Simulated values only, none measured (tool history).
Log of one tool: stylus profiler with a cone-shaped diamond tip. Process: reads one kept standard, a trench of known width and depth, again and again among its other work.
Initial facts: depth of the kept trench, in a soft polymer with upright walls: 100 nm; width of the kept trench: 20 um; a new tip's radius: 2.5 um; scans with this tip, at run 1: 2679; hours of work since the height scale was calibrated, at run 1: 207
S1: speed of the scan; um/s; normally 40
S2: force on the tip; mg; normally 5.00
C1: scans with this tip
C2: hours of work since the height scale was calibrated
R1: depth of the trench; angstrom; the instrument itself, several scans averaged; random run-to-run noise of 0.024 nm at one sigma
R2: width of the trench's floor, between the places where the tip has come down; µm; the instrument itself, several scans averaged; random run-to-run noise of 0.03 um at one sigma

Run 1, day 0.000: usual settings; C1 2679; C2 207. Result: R1 1026.9 angstrom, R2 18.55 µm.
Run 2, day 0.329: usual settings; C1 2755; C2 213. Result: R1 1027.0 angstrom, R2 18.58 µm.
Run 3, day 0.662: usual settings but S2 3.14 mg; C1 2834; C2 220. Result: R1 1019.5 angstrom, R2 18.53 µm.
Run 4, day 1.317: usual settings but S2 11.76 mg; C1 2987; C2 231. Result: R1 1048.6 angstrom, R2 18.57 µm.
Run 5, day 1.921: usual settings but S2 11.76 mg; C1 3128; C2 242. Result: R1 1048.4 angstrom, R2 18.55 µm.
Run 6, day 2.412: usual settings but S2 11.76 mg; C1 3244; C2 251. Result: R1 1048.5 angstrom, R2 18.59 µm.
Run 7, day 2.879: usual settings but S2 11.76 mg; C1 3353; C2 260. Result: R1 1048.5 angstrom, R2 18.51 µm.
Run 8, day 3.467: usual settings but S2 11.76 mg; C1 3492; C2 270. Result: R1 1048.5 angstrom, R2 18.55 µm.
Run 9, day 3.833: usual settings but S2 11.76 mg; C1 3577; C2 277. Result: R1 1048.6 angstrom, R2 18.55 µm.
Run 10, day 4.396: usual settings but S2 11.76 mg; C1 3709; C2 287. Result: R1 1048.4 angstrom, R2 18.56 µm.
Run 11, day 4.846: usual settings but S2 11.76 mg; C1 3815; C2 295. Result: R1 1048.2 angstrom, R2 18.58 µm.
Run 12, day 5.496: usual settings; C1 3967; C2 307. Result: R1 1027.6 angstrom, R2 18.49 µm.
Run 13, day 6.029: usual settings; C1 4092; C2 317. Result: R1 1026.8 angstrom, R2 18.59 µm.
Run 14, day 6.592: usual settings but S1 130 um/s; C1 4224; C2 327. Result: R1 1027.4 angstrom, R2 18.41 µm.
Run 15, day 7.079: usual settings but S2 2.27 mg; C1 4338; C2 336. Result: R1 1016.2 angstrom, R2 18.52 µm.
Run 16, day 7.767: usual settings but S2 2.27 mg; C1 4499; C2 348. Result: R1 1016.0 angstrom, R2 18.48 µm.
Run 17, day 8.100: usual settings but S1 29 um/s; C1 4577; C2 354. Result: R1 1027.3 angstrom, R2 18.53 µm.
Run 18, day 8.462: usual settings but S1 29 um/s; C1 4662; C2 361. Result: R1 1027.3 angstrom, R2 18.54 µm.
Run 19, day 8.979: usual settings but S1 29 um/s; C1 4783; C2 370. Result: R1 1026.9 angstrom, R2 18.57 µm.
Run 20, day 9.400: usual settings; C1 4882; C2 378. Result: R1 1027.0 angstrom, R2 18.54 µm.
Run 21, day 9.742: usual settings but S1 23 um/s; C1 4962; C2 384. Result: R1 1026.9 angstrom, R2 18.53 µm.
Run 22, day 10.125: usual settings but S1 23 um/s; C1 5052; C2 391. Result: R1 1027.1 angstrom, R2 18.56 µm.
Run 23, day 10.508: usual settings but S1 23 um/s; C1 5142; C2 398. Result: R1 1027.5 angstrom, R2 18.53 µm.
Run 24, day 11.238: usual settings but S2 8.98 mg; C1 5313; C2 411. Result: R1 1040.4 angstrom, R2 18.56 µm.
Run 25, day 11.721: usual settings but S2 8.98 mg; C1 5426; C2 420. Result: R1 1040.6 angstrom, R2 18.52 µm.
Run 26, day 12.075: usual settings but S2 8.98 mg; C1 5509; C2 427. Result: R1 1040.5 angstrom, R2 18.49 µm.
Run 27, day 12.446: usual settings but S1 47 um/s, S2 5.04 mg; C1 5596; C2 433. Result: R1 1026.8 angstrom, R2 18.52 µm.
Run 28, day 12.950: usual settings but S1 16 um/s, S2 6.61 mg; C1 5714; C2 443. Result: R1 1033.2 angstrom, R2 18.57 µm.
Run 29, day 13.288: usual settings but S1 10 um/s, S2 7.95 mg; C1 5793; C2 449. Result: R1 1037.0 angstrom, R2 18.59 µm.
Run 30, day 13.729: usual settings but S1 18 um/s, S2 2.61 mg; C1 5897; C2 457. Result: R1 1017.8 angstrom, R2 18.54 µm.
Run 31, day 14.117: usual settings but S1 35 um/s, S2 6.61 mg; C1 5988; C2 464. Result: R1 1032.7 angstrom, R2 18.54 µm.
Run 32, day 14.717: usual settings but S1 55 um/s, S2 11.65 mg; C1 6128; C2 475. Result: R1 1048.2 angstrom, R2 18.50 µm.
Run 33, day 15.312: usual settings but S1 17 um/s, S2 13.44 mg; C1 6268; C2 485. Result: R1 1053.0 angstrom, R2 18.58 µm.
Run 34, day 15.617: usual settings but S1 99 um/s, S2 4.28 mg; C1 6339; C2 491. Result: R1 1025.2 angstrom, R2 18.43 µm.
Run 35, day 16.158: usual settings but S1 31 um/s, S2 7.39 mg; C1 6466; C2 501. Result: R1 1035.7 angstrom, R2 18.55 µm.
Run 36, day 16.454: usual settings but S1 61 um/s, S2 7.39 mg; C1 6536; C2 506. Result: R1 1035.6 angstrom, R2 18.48 µm.
Run 37, day 16.888: usual settings but S1 156 um/s, S2 5.12 mg; C1 6638; C2 514. Result: R1 1027.9 angstrom, R2 18.42 µm.
Run 38, day 17.383: usual settings but S1 156 um/s, S2 5.12 mg; C1 6754; C2 523. Result: R1 1027.9 angstrom, R2 18.40 µm.
Run 39, day 18.050: usual settings but S1 156 um/s, S2 5.12 mg; C1 6910; C2 535. Result: R1 1027.6 angstrom, R2 18.40 µm.
Run 40, day 18.738: usual settings but S1 19 um/s, S2 2.20 mg; C1 7071; C2 548. Result: R1 1015.9 angstrom, R2 18.50 µm.
Run 41, day 19.258: usual settings but S1 19 um/s, S2 2.20 mg; C1 7193; C2 557. Result: R1 1015.6 angstrom, R2 18.51 µm.
Run 42, day 19.779: usual settings but S1 75 um/s, S2 6.63 mg; C1 7316; C2 567. Result: R1 1033.4 angstrom, R2 18.53 µm.
Run 43, day 20.392: usual settings but S1 13 um/s, S2 2.40 mg; C1 7459; C2 578. Result: R1 1016.7 angstrom, R2 18.54 µm.
Run 44, day 21.083: usual settings but S1 91 um/s, S2 2.20 mg; C1 7621; C2 590. Result: R1 1016.0 angstrom, R2 18.40 µm.
Run 45, day 21.471: usual settings but S1 56 um/s, S2 3.19 mg; C1 7712; C2 597. Result: R1 1020.1 angstrom, R2 18.45 µm.
Run 46, day 21.967: usual settings but S1 63 um/s, S2 2.12 mg; C1 7828; C2 606. Result: R1 1015.3 angstrom, R2 18.47 µm.
Run 47, day 22.442: usual settings but S1 13 um/s, S2 2.67 mg; C1 7939; C2 615. Result: R1 1017.6 angstrom, R2 18.53 µm.

3 options for the next run, each taken on its own from the tool as it stands now. Forecast them:
Run A, day 22.992: usual settings but S1 73 um/s, S2 2.60 mg; C1 8068; C2 625. Result: R1 ?, R2 ?.
Run B, day 22.992: usual settings but S1 47 um/s, S2 7.47 mg; C1 8068; C2 625. Result: R1 ?, R2 ?.
Run C, day 22.992: usual settings but S1 65 um/s, S2 1.92 mg; C1 8068; C2 625. Result: R1 ?, R2 ?.

run      R1     R2
  A  1017.7  18.44
  B  1036.0  18.54
  C  1014.3  18.46
Without the tool's hidden state the same runs would have given:
run      R1     R2
  A  1017.8  18.46
  B  1036.1  18.57
  C  1014.5  18.48
